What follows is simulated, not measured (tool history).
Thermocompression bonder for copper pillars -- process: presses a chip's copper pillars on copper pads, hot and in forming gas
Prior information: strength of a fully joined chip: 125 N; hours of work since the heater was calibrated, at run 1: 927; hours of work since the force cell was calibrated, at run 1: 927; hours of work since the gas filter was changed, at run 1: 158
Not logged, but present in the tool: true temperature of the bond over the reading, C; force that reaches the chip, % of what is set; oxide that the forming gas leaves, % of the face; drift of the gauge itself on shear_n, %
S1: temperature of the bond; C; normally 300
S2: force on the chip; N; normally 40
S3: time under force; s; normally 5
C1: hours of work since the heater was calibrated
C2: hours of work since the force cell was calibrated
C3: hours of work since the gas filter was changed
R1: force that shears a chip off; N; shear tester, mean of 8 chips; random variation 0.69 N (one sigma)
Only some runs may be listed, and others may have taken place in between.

{"run": 1, "day": 0.0, "S1": 300, "S2": 40, "S3": 5, "C1": 927, "C2": 927, "C3": 158, "R1": 54.6}
{"run": 2, "day": 1.429, "S1": 305, "S2": 40, "S3": 5, "C1": 945, "C2": 945, "C3": 176, "R1": 58}
{"run": 3, "day": 2.875, "S1": 310, "S2": 40, "S3": 5, "C1": 963, "C2": 963, "C3": 194, "R1": 60.4}
{"run": 4, "day": 5.225, "S1": 310, "S2": 34, "S3": 5, "C1": 992, "C2": 992, "C3": 224, "R1": 57}
{"run": 5, "day": 6.617, "S1": 310, "S2": 34, "S3": 5, "C1": 1010, "C2": 1010, "C3": 241, "R1": 57}
{"day": 7.9, "done": "forming gas filter changed"}
{"run": 6, "day": 8.675, "S1": 300, "S2": 40, "S3": 5, "C1": 1035, "C2": 1035, "C3": 10, "R1": 55}
{"run": 7, "day": 9.954, "S1": 300, "S2": 40, "S3": 5, "C1": 1051, "C2": 1051, "C3": 26, "R1": 55.1}
{"run": 8, "day": 11.567, "S1": 300, "S2": 40, "S3": 5, "C1": 1072, "C2": 1072, "C3": 46, "R1": 55.5}
{"run": 9, "day": 14.104, "S1": 300, "S2": 40, "S3": 5, "C1": 1104, "C2": 1104, "C3": 78, "R1": 54.4}
{"run": 10, "day": 16.129, "S1": 300, "S2": 40, "S3": 3, "C1": 1129, "C2": 1129, "C3": 103, "R1": 44}
{"run": 11, "day": 18.721, "S1": 300, "S2": 40, "S3": 3, "C1": 1162, "C2": 1162, "C3": 136, "R1": 43.9}
{"run": 12, "day": 20.404, "S1": 300, "S2": 40, "S3": 12, "C1": 1183, "C2": 1183, "C3": 157, "R1": 70.2}
{"run": 13, "day": 21.658, "S1": 300, "S2": 40, "S3": 12, "C1": 1199, "C2": 1199, "C3": 173, "R1": 71.9}
{"run": 14, "day": 24.208, "S1": 300, "S2": 40, "S3": 12, "C1": 1231, "C2": 1231, "C3": 205, "R1": 71.6}
{"run": 15, "day": 26.567, "S1": 300, "S2": 40, "S3": 12, "C1": 1260, "C2": 1260, "C3": 235, "R1": 70.6}
{"run": 16, "day": 28.238, "S1": 300, "S2": 40, "S3": 11, "C1": 1281, "C2": 1281, "C3": 256, "R1": 68.4}
{"day": 28.488, "done": "forming gas filter changed"}
{"run": 17, "day": 31.238, "S1": 300, "S2": 25, "S3": 5, "C1": 1319, "C2": 1319, "C3": 35, "R1": 43}
{"run": 18, "day": 33.717, "S1": 300, "S2": 25, "S3": 5, "C1": 1350, "C2": 1350, "C3": 66, "R1": 42}
{"run": 19, "day": 36.708, "S1": 300, "S2": 25, "S3": 4, "C1": 1387, "C2": 1387, "C3": 103, "R1": 38.1}
{"run": 20, "day": 38.9, "S1": 300, "S2": 25, "S3": 4, "C1": 1415, "C2": 1415, "C3": 131, "R1": 37.9}
{"run": 21, "day": 41.117, "S1": 286, "S2": 47, "S3": 9, "C1": 1443, "C2": 1443, "C3": 159, "R1": 55.4}
{"run": 22, "day": 43.417, "S1": 287, "S2": 25, "S3": 8, "C1": 1472, "C2": 1472, "C3": 188, "R1": 39}
{"run": 23, "day": 45.762, "S1": 287, "S2": 25, "S3": 8, "C1": 1501, "C2": 1501, "C3": 217, "R1": 39.3}
{"run": 24, "day": 47.396, "S1": 275, "S2": 25, "S3": 5, "C1": 1522, "C2": 1522, "C3": 238, "R1": 26.6}
{"day": 48.512, "done": "force cell calibrated"}
{"run": 25, "day": 48.858, "S1": 275, "S2": 25, "S3": 5, "C1": 1539, "C2": 4, "C3": 255, "R1": 26.8}
{"day": 49.025, "done": "forming gas filter changed"}
{"day": 50.421, "done": "heater calibrated with a thermocouple chip"}
{"run": 26, "day": 51.025, "S1": 296, "S2": 44, "S3": 13, "C1": 8, "C2": 30, "C3": 24, "R1": 83}
{"run": 27, "day": 52.329, "S1": 289, "S2": 40, "S3": 14, "C1": 24, "C2": 47, "C3": 40, "R1": 76.5}
{"run": 28, "day": 53.9, "S1": 282, "S2": 52, "S3": 6, "C1": 44, "C2": 66, "C3": 60, "R1": 58.1}
{"run": 29, "day": 55.217, "S1": 271, "S2": 25, "S3": 10, "C1": 60, "C2": 83, "C3": 77, "R1": 43.8}
{"run": 30, "day": 57.204, "S1": 292, "S2": 46, "S3": 6, "C1": 85, "C2": 108, "C3": 102, "R1": 62.3}
{"run": 31, "day": 59.979, "S1": 317, "S2": 46, "S3": 3, "C1": 120, "C2": 143, "C3": 137, "R1": 65.1}
{"run": 32, "day": 61.554, "S1": 272, "S2": 43, "S3": 6, "C1": 140, "C2": 163, "C3": 156, "R1": 45}
{"run": 33, "day": 64.392, "S1": 286, "S2": 46, "S3": 3, "C1": 176, "C2": 198, "C3": 192, "R1": 43.7}
{"run": 34, "day": 66.117, "S1": 300, "S2": 43, "S3": 12, "C1": 197, "C2": 220, "C3": 214, "R1": 82.4}
{"run": 35, "day": 68.308, "S1": 301, "S2": 37, "S3": 12, "C1": 225, "C2": 247, "C3": 241, "R1": 77.6}
{"day": 69.612, "done": "forming gas filter changed"}
{"run": 36, "day": 71.333, "S1": 301, "S2": 43, "S3": 12, "C1": 263, "C2": 285, "C3": 22, "R1": 84.1}
{"run": 37, "day": 73.662, "S1": 301, "S2": 43, "S3": 12, "C1": 292, "C2": 314, "C3": 51, "R1": 81.3}
{"run": 38, "day": 76.067, "S1": 279, "S2": 54, "S3": 15, "C1": 322, "C2": 345, "C3": 81, "R1": 75.3}
{"run": 39, "day": 79.083, "S1": 292, "S2": 40, "S3": 4, "C1": 360, "C2": 383, "C3": 119, "R1": 49.3}

What would each run have given without the hidden state, its run-to-run variation left as it was?
run=1 R1=62.5
run=2 R1=66.3
run=3 R1=69.1
run=4 R1=65.9
run=5 R1=66.1
run=6 R1=63.2
run=7 R1=63.3
run=8 R1=64
run=9 R1=63.2
run=10 R1=52.1
run=11 R1=52.5
run=12 R1=80.9
run=13 R1=83.1
run=14 R1=83.2
run=15 R1=82.6
run=16 R1=80.8
run=17 R1=51.7
run=18 R1=51.1
run=19 R1=47.1
run=20 R1=47
run=21 R1=67.8
run=22 R1=49.4
run=23 R1=50
run=24 R1=35.1
run=25 R1=34.2
run=26 R1=83.5
run=27 R1=77.2
run=28 R1=59
run=29 R1=44.8
run=30 R1=63.9
run=31 R1=67.1
run=32 R1=46.8
run=33 R1=45.8
run=34 R1=86
run=35 R1=81.4
run=36 R1=86.8
run=37 R1=84.3
run=38 R1=79
run=39 R1=52.6
